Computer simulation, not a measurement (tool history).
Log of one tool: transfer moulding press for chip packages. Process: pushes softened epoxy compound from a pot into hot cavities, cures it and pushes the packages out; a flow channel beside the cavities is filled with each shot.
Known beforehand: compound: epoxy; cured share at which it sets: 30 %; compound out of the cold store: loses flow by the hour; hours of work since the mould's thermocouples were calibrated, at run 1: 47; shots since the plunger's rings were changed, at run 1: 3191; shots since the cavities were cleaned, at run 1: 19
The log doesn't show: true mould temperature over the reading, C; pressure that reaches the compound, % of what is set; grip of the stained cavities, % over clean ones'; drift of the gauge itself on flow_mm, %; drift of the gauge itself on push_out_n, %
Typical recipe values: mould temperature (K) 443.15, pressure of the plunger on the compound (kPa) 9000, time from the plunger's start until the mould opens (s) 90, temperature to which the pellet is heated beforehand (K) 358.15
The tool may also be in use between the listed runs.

run,hour,mould temperature (K),pressure of the plunger on the compound (kPa),time from the plunger's start until the mould opens (s),temperature to which the pellet is heated beforehand (K),hours of work since the mould's thermocouples were calibrated,shots since the plunger's rings were changed,shots since the cavities were cleaned,incoming compound's hours out of the cold store,length that the compound runs in the flow channel (mm),greatest force on the pins that push the packages out (N)
1,0.0,443.15,9000,90,358.15,47,3191,19,31.8,493,350
2,55.3,443.15,9000,90,358.15,70,3636,464,19.9,511,542
# hour 72.7: cavities cleaned with cleaning compound and waxed
3,80.8,443.15,9000,90,351.15,80,3829,65,31.7,484,365
4,138.6,443.15,10550,90,358.15,105,4295,531,27.8,535,582
# hour 148.1: plunger's sealing rings changed
# hour 149.6: cavities cleaned with cleaning compound and waxed
5,188.1,443.15,10550,90,358.15,124,309,309,12.5,615,499
6,211.8,443.15,10550,90,358.15,134,500,500,44.6,537,533
# hour 226.1: cavities cleaned with cleaning compound and waxed
7,242.7,443.15,9000,90,364.15,146,737,134,18.0,539,397
# hour 247.9: mould's thermocouples calibrated
8,292.0,443.15,9000,90,364.15,19,1117,514,15.9,539,539
# hour 303.9: cavities cleaned with cleaning compound and waxed
9,326.3,444.15,9000,90,358.15,33,1382,181,15.2,542,399
# hour 377.8: cavities cleaned with cleaning compound and waxed
10,377.8,444.15,9000,90,358.15,54,1783,0,41.6,496,323
# hour 398.2: mould's thermocouples calibrated, once more
11,423.4,444.15,9000,90,358.15,11,2134,351,27.5,508,481
# hour 454.7: cavities cleaned with cleaning compound and waxed
12,480.3,444.15,9000,90,358.15,34,2580,206,46.6,475,406
13,509.5,444.15,9000,90,358.15,47,2815,441,19.0,514,517
# hour 528.5: cavities cleaned with cleaning compound and waxed
14,553.7,444.15,9000,90,358.15,65,3159,203,26.0,500,421
# hour 603.0: cavities cleaned with cleaning compound and waxed
15,610.0,441.15,9000,84,358.15,88,3600,57,25.0,507,470
16,656.7,437.15,9000,84,358.15,108,3976,433,38.2,489,862
# hour 678.5: cavities cleaned with cleaning compound and waxed
# hour 710.7: plunger's sealing rings changed
17,715.4,437.15,9000,84,358.15,131,38,277,23.0,558,776
# hour 754.4: cavities cleaned with cleaning compound and waxed
18,768.4,441.15,9000,84,349.15,153,452,113,15.3,555,534
19,799.9,441.15,9000,111,362.15,166,705,366,19.0,538,444
# hour 828.7: cavities cleaned with cleaning compound and waxed
20,828.7,441.15,9000,130,362.15,178,924,0,21.7,531,286
21,882.9,435.15,7560,111,352.15,201,1361,437,14.4,520,579
# hour 904.6: cavities cleaned with cleaning compound and waxed
22,935.4,435.15,9840,111,352.15,222,1771,248,14.3,586,506
# hour 979.8: cavities cleaned with cleaning compound and waxed
23,995.1,435.15,9840,111,352.15,247,2240,123,26.3,555,451
24,1033.0,435.15,9840,111,352.15,263,2545,428,22.3,568,580
# hour 1053.3: cavities cleaned with cleaning compound and waxed
25,1062.3,435.15,9900,119,352.15,275,2768,72,47.8,514,362

Hidden state or all else? Some run-to-run changes of length that the compound runs in the flow channel (mm), split into what the settings, what came in and random variation would give without the hidden state, and what is left for the hidden state (with any gauge scatter that isn't in both results):
Run 4 -> 5: plunger's sealing rings changed, cavities cleaned with cleaning compound and waxed. length that the compound runs in the flow channel (mm) +80: hidden state +45, all else +35.
Run 5 -> 6: settings left as they were, no log entry in between. length that the compound runs in the flow channel (mm) -78: hidden state -1, all else -77.
Run 16 -> 17: cavities cleaned with cleaning compound and waxed, plunger's sealing rings changed. length that the compound runs in the flow channel (mm) +69: hidden state +42, all else +27.
